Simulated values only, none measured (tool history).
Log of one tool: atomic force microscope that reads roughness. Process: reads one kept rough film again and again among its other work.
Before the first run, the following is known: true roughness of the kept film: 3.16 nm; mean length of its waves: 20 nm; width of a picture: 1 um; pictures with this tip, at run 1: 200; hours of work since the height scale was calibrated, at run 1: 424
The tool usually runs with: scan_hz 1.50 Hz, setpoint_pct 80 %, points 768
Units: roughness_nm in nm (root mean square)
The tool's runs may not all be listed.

run	day	scan_hz	setpoint_pct	points	pictures with this tip	hours of work since the height scale was calibrated	roughness_nm
1	0.000	1.50	80	768	200	424	1.894
2	0.971	1.50	80	768	231	436	1.821
# day 1.446: new tip fitted
3	2.125	1.50	73	768	22	451	2.512
4	2.954	1.50	61	768	48	461	2.442
5	3.742	1.50	80	768	73	471	2.240
6	4.708	1.50	55	768	103	484	2.246
7	5.392	1.81	80	768	125	493	2.032
8	6.417	1.38	80	768	157	506	1.970
9	7.146	1.38	80	768	180	515	1.919
10	7.867	2.68	56	372	203	524	1.880
11	8.812	2.29	71	372	232	536	1.755
# day 9.317: new tip fitted
12	9.504	2.29	71	372	5	545	2.508
13	10.562	2.96	55	372	39	558	2.435
14	11.229	1.40	80	346	60	567	2.278
15	12.250	1.40	80	346	92	580	2.125
16	12.942	1.40	80	346	114	589	2.084
17	13.746	2.02	80	821	139	599	1.960

Results for each run, recomputed without the tool's hidden state and with each run's random variation untouched:
The hidden state here: radius of the tip, nm; height scale over the true one, %; drift of the gauge itself on roughness_nm, %.
run	roughness_nm
1	2.555
2	2.567
3	2.627
4	2.670
5	2.560
6	2.679
7	2.515
8	2.555
9	2.577
10	2.603
11	2.526
12	2.534
13	2.625
14	2.549
15	2.510
16	2.547
17	2.496
